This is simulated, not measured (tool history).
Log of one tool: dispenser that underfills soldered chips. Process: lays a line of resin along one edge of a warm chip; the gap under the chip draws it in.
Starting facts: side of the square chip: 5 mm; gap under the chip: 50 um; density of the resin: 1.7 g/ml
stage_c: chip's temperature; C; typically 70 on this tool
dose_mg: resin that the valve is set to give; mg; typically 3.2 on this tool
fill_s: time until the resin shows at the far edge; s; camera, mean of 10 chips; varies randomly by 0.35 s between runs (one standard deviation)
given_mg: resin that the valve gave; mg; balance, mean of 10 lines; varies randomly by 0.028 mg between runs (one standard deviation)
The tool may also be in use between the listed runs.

run 1 day=0 | stage_c=70 dose_mg=3.2 | fill_s=21.6 given_mg=2.93
run 2 day=0.158 | stage_c=70 dose_mg=3.2 | fill_s=24.9 given_mg=3
-- day=0.2 new syringe of resin
run 3 day=0.438 | stage_c=70 dose_mg=3.2 | fill_s=22 given_mg=2.94
-- day=0.612 new syringe of resin
run 4 day=0.696 | stage_c=70 dose_mg=3.2 | fill_s=18.4 given_mg=2.96
run 5 day=0.896 | stage_c=70 dose_mg=3.2 | fill_s=22.8 given_mg=2.98
-- day=1.017 new syringe of resin
run 6 day=1.033 | stage_c=70 dose_mg=3.2 | fill_s=17.7 given_mg=2.96
run 7 day=1.208 | stage_c=70 dose_mg=3.2 | fill_s=20.8 given_mg=2.93
run 8 day=1.396 | stage_c=70 dose_mg=3.2 | fill_s=24.9 given_mg=2.86
-- day=1.425 new syringe of resin
run 9 day=1.579 | stage_c=70 dose_mg=3.2 | fill_s=20.9 given_mg=2.94
run 10 day=1.746 | stage_c=70 dose_mg=3.2 | fill_s=23.4 given_mg=2.91
-- day=1.846 new syringe of resin
run 11 day=1.862 | stage_c=70 dose_mg=3.2 | fill_s=18 given_mg=2.96
run 12 day=2.096 | stage_c=70 dose_mg=3.2 | fill_s=21.5 given_mg=2.88
run 13 day=2.204 | stage_c=70 dose_mg=3.2 | fill_s=24.3 given_mg=2.91
-- day=2.267 new syringe of resin
run 14 day=2.367 | stage_c=69 dose_mg=3.2 | fill_s=20.3 given_mg=2.92
run 15 day=2.625 | stage_c=69 dose_mg=3.2 | fill_s=26.2 given_mg=2.87
-- day=2.679 new syringe of resin
run 16 day=2.767 | stage_c=70 dose_mg=3.2 | fill_s=19.3 given_mg=2.85
run 17 day=3.008 | stage_c=70 dose_mg=2.8 | fill_s=25.4 given_mg=2.49
-- day=3.088 new syringe of resin
run 18 day=3.133 | stage_c=56 dose_mg=3.05 | fill_s=39.7 given_mg=2.7
run 19 day=3.275 | stage_c=72 dose_mg=2.91 | fill_s=19.1 given_mg=2.54
-- day=3.5 new syringe of resin
run 20 day=3.529 | stage_c=61 dose_mg=3.54 | fill_s=28.4 given_mg=3.09
run 21 day=3.683 | stage_c=57 dose_mg=3.54 | fill_s=39.8 given_mg=3.1
-- day=3.829 dispensing valve cleaned and set on the balance
run 22 day=3.933 | stage_c=70 dose_mg=3.32 | fill_s=25 given_mg=3.34
-- day=3.954 new syringe of resin
run 23 day=4.104 | stage_c=70 dose_mg=2.89 | fill_s=20.6 given_mg=2.83
run 24 day=4.254 | stage_c=59 dose_mg=2.76 | fill_s=42.4 given_mg=2.75
-- day=4.371 new syringe of resin
run 25 day=4.45 | stage_c=60 dose_mg=2.77 | fill_s=32.3 given_mg=2.71
run 26 day=4.662 | stage_c=80 dose_mg=3.11 | fill_s=13.9 given_mg=3.11
-- day=4.796 new syringe of resin
run 27 day=4.892 | stage_c=80 dose_mg=3.11 | fill_s=11.7 given_mg=3.06
run 28 day=5.15 | stage_c=80 dose_mg=3.15 | fill_s=14.6 given_mg=3.1
-- day=5.212 new syringe of resin
run 29 day=5.421 | stage_c=80 dose_mg=3.15 | fill_s=12.4 given_mg=3.01
-- day=5.621 new syringe of resin
run 30 day=5.621 | stage_c=72 dose_mg=3.2 | fill_s=15 given_mg=3.15
run 31 day=5.871 | stage_c=64 dose_mg=3.68 | fill_s=30.3 given_mg=3.53
-- day=6.038 new syringe of resin
run 32 day=6.15 | stage_c=68 dose_mg=2.77 | fill_s=21.7 given_mg=2.63
run 33 day=6.383 | stage_c=80 dose_mg=2.95 | fill_s=14 given_mg=2.83

A few steps of fill_s between consecutive runs. Split each: what settings, incoming material and random variation would produce without the hidden state, and what is left over for the hidden state, along with gauge scatter present in only one of the two compared results (measured, and without hidden state):
The hidden state here: resin's viscosity, % of fresh resin's; dose that the valve gives, % of what is set; true chip temperature over the reading, C; drift of the gauge itself on fill_s, %; drift of the gauge itself on given_mg, %.
Run 17 -> 18: stage_c 70 -> 56, dose_mg 2.8 -> 3.05, new syringe of resin. fill_s +14.3 s: hidden state -6.1, all else +20.4.
Run 18 -> 19: stage_c 56 -> 72, dose_mg 3.05 -> 2.91. fill_s -20.6 s: hidden state +2.2, all else -22.8.
Run 23 -> 24: stage_c 70 -> 59, dose_mg 2.89 -> 2.76. fill_s +21.8 s: hidden state +7.1, all else +14.7.
Run 24 -> 25: stage_c 59 -> 60, dose_mg 2.76 -> 2.77, new syringe of resin. fill_s -10.1 s: hidden state -8.1, all else -2.
Run 25 -> 26: stage_c 60 -> 80, dose_mg 2.77 -> 3.11. fill_s -18.4 s: hidden state +2, all else -20.4.
